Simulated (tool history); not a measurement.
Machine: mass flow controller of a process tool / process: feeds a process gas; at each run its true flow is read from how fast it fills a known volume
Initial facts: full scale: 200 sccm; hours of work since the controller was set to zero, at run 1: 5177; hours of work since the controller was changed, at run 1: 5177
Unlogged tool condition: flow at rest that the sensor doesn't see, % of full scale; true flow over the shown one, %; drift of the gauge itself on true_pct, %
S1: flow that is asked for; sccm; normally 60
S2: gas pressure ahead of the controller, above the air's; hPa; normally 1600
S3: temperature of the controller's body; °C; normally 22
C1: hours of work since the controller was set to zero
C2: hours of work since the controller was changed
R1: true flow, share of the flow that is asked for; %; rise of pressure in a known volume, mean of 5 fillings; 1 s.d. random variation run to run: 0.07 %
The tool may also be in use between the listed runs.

| run | hour | S1 | S2 | S3 | C1 | C2 | R1 |
|---|---|---|---|---|---|---|---|
| 1 | 0 | 60 | 1600 | 22 | 5177 | 5177 | 102.53 |
| 2 | 165 | 60 | 1440 | 22 | 5297 | 5297 | 102.59 |
| 3 | 323.6 | 60 | 1440 | 22 | 5411 | 5411 | 102.73 |
| 4 | 484.1 | 69 | 1600 | 22 | 5528 | 5528 | 102.74 |
| 5 | 601 | 27 | 1600 | 22 | 5612 | 5612 | 105.61 |
| 6 | 716.5 | 27 | 2430 | 22 | 5696 | 5696 | 105.63 |
| 7 | 840.9 | 27 | 2430 | 22 | 5786 | 5786 | 105.58 |
| 8 | 997.8 | 123 | 1600 | 22 | 5900 | 5900 | 102.74 |
| 9 | 1195.5 | 60 | 1600 | 22 | 6043 | 6043 | 103.4 |
| 10 | 1401.9 | 60 | 2060 | 22 | 6193 | 6193 | 103.31 |
| 11 | 1528.2 | 60 | 2060 | 22 | 6284 | 6284 | 103.47 |
| 12 | 1743.5 | 60 | 2060 | 22 | 6440 | 6440 | 103.37 |
| 13 | 1855.9 | 60 | 2060 | 22 | 6522 | 6522 | 103.55 |
| 14 | 2029.2 | 60 | 2060 | 22 | 6647 | 6647 | 103.73 |
| 15 | 2204.4 | 60 | 1800 | 22 | 6774 | 6774 | 103.61 |
| 16 | 2345.9 | 60 | 1600 | 22 | 6876 | 6876 | 103.95 |
| 17 | 2524.7 | 60 | 1600 | 26 | 7006 | 7006 | 103.57 |
| 18 | 2687.9 | 60 | 1600 | 26 | 7124 | 7124 | 103.6 |
| 19 | 2822.8 | 60 | 2360 | 22 | 7222 | 7222 | 103.94 |
| 20 | 2941 | 60 | 2360 | 22 | 7308 | 7308 | 104.01 |
| 21 | 3050.2 | 20 | 1600 | 22 | 7387 | 7387 | 110.64 |
|  | 3186.6 | controller's zero set anew |
| 22 | 3251.6 | 29 | 1600 | 27 | 47 | 7532 | 100.24 |
| 23 | 3373.5 | 94 | 2480 | 20 | 135 | 7620 | 101.55 |
| 24 | 3502.2 | 94 | 2480 | 22 | 229 | 7714 | 101.37 |
| 25 | 3601.3 | 145 | 2790 | 22 | 300 | 7786 | 102 |
| 26 | 3714 | 145 | 2790 | 22 | 382 | 7867 | 102.11 |
| 27 | 3887.8 | 145 | 2790 | 22 | 508 | 7993 | 102.14 |
| 28 | 4063 | 102 | 2700 | 32 | 635 | 8120 | 100.68 |
| 29 | 4225.2 | 102 | 2700 | 32 | 752 | 8237 | 100.68 |
| 30 | 4359.9 | 48 | 2580 | 32 | 850 | 8335 | 100.28 |
| 31 | 4566.1 | 52 | 2430 | 20 | 999 | 8484 | 101.82 |
| 32 | 4706.8 | 193 | 1590 | 28 | 1101 | 8586 | 102.74 |
| 33 | 4825.4 | 60 | 1960 | 22 | 1187 | 8672 | 101.79 |
| 34 | 4949.9 | 60 | 1960 | 22 | 1277 | 8762 | 101.81 |
| 35 | 5116.2 | 25 | 1620 | 22 | 1398 | 8883 | 102.68 |
| 36 | 5214.4 | 25 | 1620 | 25 | 1469 | 8954 | 102.36 |
| 37 | 5388.2 | 109 | 1600 | 25 | 1595 | 9080 | 102.24 |
| 38 | 5535.5 | 21 | 2460 | 27 | 1702 | 9187 | 102.56 |
| 39 | 5643.7 | 21 | 2460 | 27 | 1780 | 9265 | 102.89 |

Here are 5 independent what-if runs from the current tool condition. What would each one return?
| A | 5839.7 | 58 | 1980 | 20 | 1922 | 9407 | ? |
| B | 5839.7 | 60 | 1600 | 21 | 1922 | 9407 | ? |
| C | 5839.7 | 21 | 1620 | 28 | 1922 | 9407 | ? |
| D | 5839.7 | 73 | 2500 | 39 | 1922 | 9407 | ? |
| E | 5839.7 | 36 | 1440 | 23 | 1922 | 9407 | ? |

| run | R1 |
|---|---|
| A | 102.62 |
| B | 102.46 |
| C | 103.12 |
| D | 100.3 |
| E | 102.64 |
With no hidden state in the tool, these same runs would have given:
| run | R1 |
|---|---|
| A | 98.45 |
| B | 98.32 |
| C | 97.13 |
| D | 96.34 |
| E | 97.84 |
